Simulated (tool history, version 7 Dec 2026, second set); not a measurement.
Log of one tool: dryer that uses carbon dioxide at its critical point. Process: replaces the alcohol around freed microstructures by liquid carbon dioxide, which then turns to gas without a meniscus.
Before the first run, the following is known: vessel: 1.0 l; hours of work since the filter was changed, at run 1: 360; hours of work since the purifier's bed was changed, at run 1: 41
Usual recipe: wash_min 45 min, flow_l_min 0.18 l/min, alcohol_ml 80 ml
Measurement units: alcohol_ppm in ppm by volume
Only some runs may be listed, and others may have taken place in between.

| run | hour | wash_min | flow_l_min | alcohol_ml | hours of work since the filter was changed | hours of work since the purifier's bed was changed | alcohol_ppm |
|---|---|---|---|---|---|---|---|
| 1 | 0 | 45 | 0.18 | 80 | 360 | 41 | 208 |
| 2 | 9.8 | 45 | 0.18 | 80 | 363 | 44 | 209 |
| 3 | 20.1 | 45 | 0.18 | 49 | 367 | 48 | 136 |
| 4 | 30.6 | 45 | 0.18 | 49 | 371 | 52 | 147 |
| 5 | 39.4 | 45 | 0.18 | 34 | 374 | 55 | 108 |
| 6 | 49 | 45 | 0.18 | 105 | 378 | 59 | 285 |
| 7 | 54.8 | 45 | 0.18 | 46 | 380 | 61 | 131 |
| 8 | 60.3 | 45 | 0.18 | 46 | 382 | 63 | 139 |
| 9 | 68 | 47 | 0.21 | 34 | 385 | 66 | 41 |
| 10 | 76 | 36 | 0.285 | 71 | 388 | 69 | 63 |
| 11 | 83.8 | 36 | 0.27 | 71 | 391 | 72 | 78 |
| 12 | 88.6 | 45 | 0.224 | 80 | 393 | 74 | 75 |
| 13 | 99.3 | 57 | 0.11 | 27 | 397 | 78 | 262 |

What if the next run were any one of these 4? Each begins from the tool's condition after run 13:
| A | 110.1 | 57 | 0.11 | 70 | 401 | 82 | ? |
| B | 110.1 | 49 | 0.184 | 27 | 401 | 82 | ? |
| C | 110.1 | 60 | 0.183 | 31 | 401 | 82 | ? |
| D | 110.1 | 43 | 0.209 | 80 | 401 | 82 | ? |

| run | alcohol_ppm |
|---|---|
| A | 673 |
| B | 63 |
| C | 33 |
| D | 144 |
What these runs would have given with no unlogged condition in the tool:
| run | alcohol_ppm |
|---|---|
| A | 322 |
| B | 19 |
| C | 5 |
| D | 50 |
